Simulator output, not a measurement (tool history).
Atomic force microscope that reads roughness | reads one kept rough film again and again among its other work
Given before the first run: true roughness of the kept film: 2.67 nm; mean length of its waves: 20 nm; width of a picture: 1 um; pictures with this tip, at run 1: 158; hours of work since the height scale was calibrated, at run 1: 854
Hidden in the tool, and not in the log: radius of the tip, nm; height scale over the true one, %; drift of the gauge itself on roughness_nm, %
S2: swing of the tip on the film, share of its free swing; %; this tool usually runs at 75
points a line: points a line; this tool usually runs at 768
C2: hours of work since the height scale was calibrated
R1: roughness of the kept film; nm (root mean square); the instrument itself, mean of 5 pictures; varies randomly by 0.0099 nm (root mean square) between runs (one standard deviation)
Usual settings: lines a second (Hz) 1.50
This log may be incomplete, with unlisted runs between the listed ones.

{"run": 1, "day": 0.0, "lines a second (Hz)": 1.5, "S2": 75, "points a line": 768, "pictures with this tip": 158, "C2": 854, "R1": 1.851}
{"day": 1.404, "done": "new tip fitted"}
{"run": 2, "day": 1.821, "lines a second (Hz)": 1.5, "S2": 75, "points a line": 926, "pictures with this tip": 25, "C2": 888, "R1": 2.197}
{"run": 3, "day": 3.692, "lines a second (Hz)": 1.5, "S2": 75, "points a line": 926, "pictures with this tip": 141, "C2": 922, "R1": 1.803}
{"day": 5.508, "done": "new tip fitted"}
{"run": 4, "day": 6.017, "lines a second (Hz)": 2.1, "S2": 75, "points a line": 768, "pictures with this tip": 32, "C2": 965, "R1": 2.129}
{"run": 5, "day": 7.217, "lines a second (Hz)": 1.5, "S2": 75, "points a line": 304, "pictures with this tip": 106, "C2": 987, "R1": 1.874}
{"run": 6, "day": 9.404, "lines a second (Hz)": 1.5, "S2": 75, "points a line": 600, "pictures with this tip": 241, "C2": 1027, "R1": 1.601}
{"day": 9.629, "done": "new tip fitted"}
{"run": 7, "day": 11.692, "lines a second (Hz)": 1.5, "S2": 75, "points a line": 768, "pictures with this tip": 127, "C2": 1069, "R1": 1.849}
{"day": 13.629, "done": "new tip fitted"}
{"run": 8, "day": 14.083, "lines a second (Hz)": 1.5, "S2": 75, "points a line": 328, "pictures with this tip": 29, "C2": 1113, "R1": 2.119}
{"run": 9, "day": 15.183, "lines a second (Hz)": 1.5, "S2": 79, "points a line": 328, "pictures with this tip": 97, "C2": 1133, "R1": 1.934}
{"run": 10, "day": 16.904, "lines a second (Hz)": 1.5, "S2": 79, "points a line": 328, "pictures with this tip": 203, "C2": 1165, "R1": 1.659}
{"day": 17.642, "done": "new tip fitted"}
{"run": 11, "day": 17.925, "lines a second (Hz)": 1.5, "S2": 79, "points a line": 328, "pictures with this tip": 18, "C2": 1183, "R1": 2.152}
{"run": 12, "day": 19.083, "lines a second (Hz)": 1.5, "S2": 75, "points a line": 768, "pictures with this tip": 89, "C2": 1204, "R1": 1.962}
{"run": 13, "day": 20.288, "lines a second (Hz)": 1.5, "S2": 75, "points a line": 768, "pictures with this tip": 164, "C2": 1227, "R1": 1.768}
{"day": 20.479, "done": "height scale calibrated on a step standard"}
{"day": 21.696, "done": "new tip fitted"}
{"run": 14, "day": 22.05, "lines a second (Hz)": 1.5, "S2": 75, "points a line": 768, "pictures with this tip": 22, "C2": 29, "R1": 2.217}
{"run": 15, "day": 23.588, "lines a second (Hz)": 1.5, "S2": 75, "points a line": 768, "pictures with this tip": 117, "C2": 57, "R1": 1.879}
{"run": 16, "day": 24.992, "lines a second (Hz)": 1.5, "S2": 75, "points a line": 768, "pictures with this tip": 204, "C2": 83, "R1": 1.661}
{"day": 25.829, "done": "new tip fitted"}
{"run": 17, "day": 26.804, "lines a second (Hz)": 1.5, "S2": 75, "points a line": 768, "pictures with this tip": 60, "C2": 116, "R1": 2.08}
{"day": 27.038, "done": "height scale calibrated on a step standard, once more"}
{"run": 18, "day": 28.358, "lines a second (Hz)": 1.5, "S2": 75, "points a line": 768, "pictures with this tip": 154, "C2": 24, "R1": 1.766}
{"run": 19, "day": 29.75, "lines a second (Hz)": 1.5, "S2": 75, "points a line": 768, "pictures with this tip": 240, "C2": 50, "R1": 1.561}
{"day": 29.979, "done": "new tip fitted"}
{"run": 20, "day": 31.592, "lines a second (Hz)": 1.5, "S2": 87, "points a line": 768, "pictures with this tip": 100, "C2": 84, "R1": 1.889}
{"run": 21, "day": 33.146, "lines a second (Hz)": 1.5, "S2": 87, "points a line": 768, "pictures with this tip": 196, "C2": 112, "R1": 1.676}
{"day": 34.042, "done": "new tip fitted"}
{"run": 22, "day": 34.417, "lines a second (Hz)": 1.5, "S2": 82, "points a line": 409, "pictures with this tip": 23, "C2": 135, "R1": 2.127}
{"run": 23, "day": 36.096, "lines a second (Hz)": 1.53, "S2": 60, "points a line": 350, "pictures with this tip": 127, "C2": 166, "R1": 1.829}
{"run": 24, "day": 37.767, "lines a second (Hz)": 1.63, "S2": 69, "points a line": 806, "pictures with this tip": 230, "C2": 197, "R1": 1.582}
{"day": 38.058, "done": "new tip fitted"}
{"run": 25, "day": 39.125, "lines a second (Hz)": 3.44, "S2": 59, "points a line": 508, "pictures with this tip": 66, "C2": 222, "R1": 1.981}
{"run": 26, "day": 40.362, "lines a second (Hz)": 0.59, "S2": 71, "points a line": 291, "pictures with this tip": 142, "C2": 245, "R1": 1.781}
{"day": 42.167, "done": "new tip fitted"}
{"run": 27, "day": 42.712, "lines a second (Hz)": 0.86, "S2": 82, "points a line": 375, "pictures with this tip": 34, "C2": 288, "R1": 2.109}
{"run": 28, "day": 44.221, "lines a second (Hz)": 0.52, "S2": 75, "points a line": 495, "pictures with this tip": 127, "C2": 315, "R1": 1.889}
{"run": 29, "day": 46.079, "lines a second (Hz)": 0.95, "S2": 75, "points a line": 377, "pictures with this tip": 242, "C2": 350, "R1": 1.603}
{"day": 46.312, "done": "new tip fitted"}
{"run": 30, "day": 47.621, "lines a second (Hz)": 0.52, "S2": 65, "points a line": 338, "pictures with this tip": 81, "C2": 378, "R1": 2.006}
{"run": 31, "day": 49.217, "lines a second (Hz)": 0.52, "S2": 65, "points a line": 338, "pictures with this tip": 180, "C2": 407, "R1": 1.758}
{"day": 50.308, "done": "new tip fitted"}
{"run": 32, "day": 51.192, "lines a second (Hz)": 0.92, "S2": 83, "points a line": 569, "pictures with this tip": 55, "C2": 443, "R1": 2.094}
{"run": 33, "day": 53.092, "lines a second (Hz)": 0.86, "S2": 83, "points a line": 713, "pictures with this tip": 172, "C2": 478, "R1": 1.776}
{"day": 54.308, "done": "new tip fitted"}
{"run": 34, "day": 54.392, "lines a second (Hz)": 0.86, "S2": 83, "points a line": 713, "pictures with this tip": 5, "C2": 502, "R1": 2.273}
{"run": 35, "day": 56.012, "lines a second (Hz)": 0.77, "S2": 62, "points a line": 768, "pictures with this tip": 105, "C2": 532, "R1": 1.977}
{"run": 36, "day": 57.862, "lines a second (Hz)": 1.5, "S2": 85, "points a line": 792, "pictures with this tip": 220, "C2": 566, "R1": 1.615}
{"day": 58.388, "done": "new tip fitted"}
{"run": 37, "day": 60.3, "lines a second (Hz)": 2.88, "S2": 66, "points a line": 655, "pictures with this tip": 118, "C2": 610, "R1": 1.856}
{"day": 62.454, "done": "new tip fitted"}
{"run": 38, "day": 62.679, "lines a second (Hz)": 2.88, "S2": 66, "points a line": 655, "pictures with this tip": 14, "C2": 654, "R1": 2.196}
{"run": 39, "day": 64.292, "lines a second (Hz)": 1.86, "S2": 82, "points a line": 307, "pictures with this tip": 113, "C2": 684, "R1": 1.832}
{"run": 40, "day": 65.575, "lines a second (Hz)": 1.86, "S2": 82, "points a line": 307, "pictures with this tip": 193, "C2": 707, "R1": 1.609}
{"day": 66.446, "done": "new tip fitted"}
{"run": 41, "day": 66.796, "lines a second (Hz)": 1.08, "S2": 75, "points a line": 698, "pictures with this tip": 22, "C2": 730, "R1": 2.229}

For each entry between runs, how does the tool's hidden state at the last listed run before it compare with that at the first listed run after it?
In the gap between runs 1 and 2: new tip fitted (day 1.404)
  radius of the tip, nm: 15.1 -> 7.1; height scale over the true one, %: 0.32 -> 0.33
  measured value less the no-hidden-state value, R1: -0.430 -> -0.098 nm (root mean square)
In the gap between runs 3 and 4: new tip fitted (day 5.508)
  radius of the tip, nm: 16.2 -> 7.4; height scale over the true one, %: 0.35 -> 0.37
  measured value less the no-hidden-state value, R1: -0.464 -> -0.109 nm (root mean square)
In the gap between runs 6 and 7: new tip fitted (day 9.629)
  radius of the tip, nm: 22.9 -> 15; height scale over the true one, %: 0.39 -> 0.41
  measured value less the no-hidden-state value, R1: -0.659 -> -0.420 nm (root mean square)
In the gap between runs 7 and 8: new tip fitted (day 13.629)
  radius of the tip, nm: 15 -> 7.1; height scale over the true one, %: 0.41 -> 0.43
  measured value less the no-hidden-state value, R1: -0.420 -> -0.094 nm (root mean square)
In the gap between runs 10 and 11: new tip fitted (day 17.642)
  radius of the tip, nm: 19.9 -> 6.7; height scale over the true one, %: 0.45 -> 0.46
  measured value less the no-hidden-state value, R1: -0.564 -> -0.074 nm (root mean square)
In the gap between runs 13 and 14: height scale calibrated on a step standard (day 20.479); new tip fitted (day 21.696)
  radius of the tip, nm: 18.1 -> 6.9; height scale over the true one, %: 0.48 -> 0.78
  measured value less the no-hidden-state value, R1: -0.526 -> -0.079 nm (root mean square)
In the gap between runs 16 and 17: new tip fitted (day 25.829)
  radius of the tip, nm: 21.5 -> 9.7; height scale over the true one, %: 0.81 -> 0.82
  measured value less the no-hidden-state value, R1: -0.616 -> -0.208 nm (root mean square)
In the gap between runs 17 and 18: height scale calibrated on a step standard, once more (day 27.038)
  radius of the tip, nm: 9.7 -> 17.4; height scale over the true one, %: 0.82 -> 0.06
  measured value less the no-hidden-state value, R1: -0.208 -> -0.509 nm (root mean square)
In the gap between runs 19 and 20: new tip fitted (day 29.979)
  radius of the tip, nm: 24.3 -> 12.3; height scale over the true one, %: 0.07 -> 0.08
  measured value less the no-hidden-state value, R1: -0.698 -> -0.320 nm (root mean square)
In the gap between runs 21 and 22: new tip fitted (day 34.042)
  radius of the tip, nm: 19.3 -> 6.9; height scale over the true one, %: 0.1 -> 0.11
  measured value less the no-hidden-state value, R1: -0.555 -> -0.091 nm (root mean square)
In the gap between runs 24 and 25: new tip fitted (day 38.058)
  radius of the tip, nm: 24.5 -> 11.6; height scale over the true one, %: 0.13 -> 0.14
  measured value less the no-hidden-state value, R1: -0.718 -> -0.299 nm (root mean square)
In the gap between runs 26 and 27: new tip fitted (day 42.167)
  radius of the tip, nm: 17 -> 7.9; height scale over the true one, %: 0.15 -> 0.17
  measured value less the no-hidden-state value, R1: -0.496 -> -0.140 nm (root mean square)
In the gap between runs 29 and 30: new tip fitted (day 46.312)
  radius of the tip, nm: 23.3 -> 11.3; height scale over the true one, %: 0.2 -> 0.21
  measured value less the no-hidden-state value, R1: -0.680 -> -0.289 nm (root mean square)
In the gap between runs 31 and 32: new tip fitted (day 50.308)
  radius of the tip, nm: 18.5 -> 8.7; height scale over the true one, %: 0.22 -> 0.24
  measured value less the no-hidden-state value, R1: -0.550 -> -0.174 nm (root mean square)
In the gap between runs 33 and 34: new tip fitted (day 54.308)
  radius of the tip, nm: 18 -> 5.3; height scale over the true one, %: 0.25 -> 0.26
  measured value less the no-hidden-state value, R1: -0.531 -> -0.011 nm (root mean square)
In the gap between runs 36 and 37: new tip fitted (day 58.388)
  radius of the tip, nm: 21.5 -> 14.1; height scale over the true one, %: 0.29 -> 0.31
  measured value less the no-hidden-state value, R1: -0.614 -> -0.387 nm (root mean square)
In the gap between runs 37 and 38: new tip fitted (day 62.454)
  radius of the tip, nm: 14.1 -> 6.4; height scale over the true one, %: 0.31 -> 0.33
  measured value less the no-hidden-state value, R1: -0.387 -> -0.066 nm (root mean square)
In the gap between runs 40 and 41: new tip fitted (day 66.446)
  radius of the tip, nm: 20.3 -> 6.7; height scale over the true one, %: 0.35 -> 0.36
  measured value less the no-hidden-state value, R1: -0.566 -> -0.078 nm (root mean square)
